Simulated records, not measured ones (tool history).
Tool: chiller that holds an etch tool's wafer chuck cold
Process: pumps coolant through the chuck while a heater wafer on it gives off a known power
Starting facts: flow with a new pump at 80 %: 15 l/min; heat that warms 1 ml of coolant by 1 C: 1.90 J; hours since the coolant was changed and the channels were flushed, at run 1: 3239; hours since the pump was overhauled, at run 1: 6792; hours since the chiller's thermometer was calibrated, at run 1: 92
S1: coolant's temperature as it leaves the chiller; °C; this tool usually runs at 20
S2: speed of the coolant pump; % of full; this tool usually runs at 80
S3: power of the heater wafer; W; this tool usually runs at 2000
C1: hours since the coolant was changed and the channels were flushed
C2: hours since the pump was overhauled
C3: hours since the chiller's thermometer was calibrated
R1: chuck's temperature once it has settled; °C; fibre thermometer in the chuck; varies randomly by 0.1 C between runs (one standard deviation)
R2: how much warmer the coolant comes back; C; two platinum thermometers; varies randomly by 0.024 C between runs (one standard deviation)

run,hour,S1,S2,S3,C1,C2,C3,R1,R2
1,0,20,80,2000,3239,6792,92,33.5,4.22
2,137.1,12,80,2000,3376,6929,229,25.8,4.27
3,254.6,12,80,2000,3494,7046,346,25.7,4.26
4,366.1,20,80,2000,3605,7158,458,33.7,4.25
5,466.9,20,80,2000,3706,7259,558,33.8,4.21
6,570.5,20,80,2000,3809,7362,662,33.8,4.21
7,760.1,20,79,2000,3999,7552,852,33.9,4.28
8,858,20,79,2000,4097,7650,950,33.9,4.25
9,951.8,20,80,2000,4191,7744,1043,33.8,4.21
10,1056.5,20,80,1374,4295,7848,1148,29.5,2.87
11,1215.6,20,80,1374,4455,8007,1307,29.5,2.9
12,1423.6,20,80,1374,4663,8215,1515,29.3,2.9
13,1520.1,20,80,2000,4759,8312,1612,33.8,4.22
# hour 1566.4: coolant pump overhauled
14,1711.8,20,74,2000,4946,145,1798,34.5,4.57
15,1817.3,19,97,2418,5051,251,1904,33.9,4.08
16,1922.8,19,97,2418,5157,356,2009,33.7,4.08
17,2071.7,19,97,2418,5306,505,2158,34,4.05
18,2218.6,17,79,2000,5453,652,2305,30.8,4.29
19,2308.6,20,69,2485,5542,742,2395,38.7,6.2
20,2483.8,13,61,1115,5718,917,2570,22,3.23
21,2619.5,13,72,1600,5853,1053,2706,24.7,3.83
# hour 2665.3: coolant changed, channels flushed
22,2808.3,13,72,1600,143,1236,2889,24.7,3.81
23,2960.7,13,72,1600,295,1388,3041,24.6,3.79
24,3140,20,70,2000,475,1568,3221,34.9,4.95
25,3234.6,12,99,1777,569,1662,3315,22.8,2.95
26,3449.8,22,82,1425,785,1877,3530,31.5,2.93
27,3631.2,22,82,1425,966,2059,3712,31.8,2.91

Take each entry between the runs: how does the hidden state at the last listed run before it differ from the hidden state at the first listed run after it?
In the gap between runs 13 and 14: coolant pump overhauled (hour 1566.4)
  flow at a given pump speed, % of a new pump's: 99.9 -> 100
In the gap between runs 21 and 22: coolant changed, channels flushed (hour 2665.3)
  heat passed by the chuck's channels, % of clean ones': 99.8 -> 100; coolant's true temperature over the reading, C: 0 -> -0.01

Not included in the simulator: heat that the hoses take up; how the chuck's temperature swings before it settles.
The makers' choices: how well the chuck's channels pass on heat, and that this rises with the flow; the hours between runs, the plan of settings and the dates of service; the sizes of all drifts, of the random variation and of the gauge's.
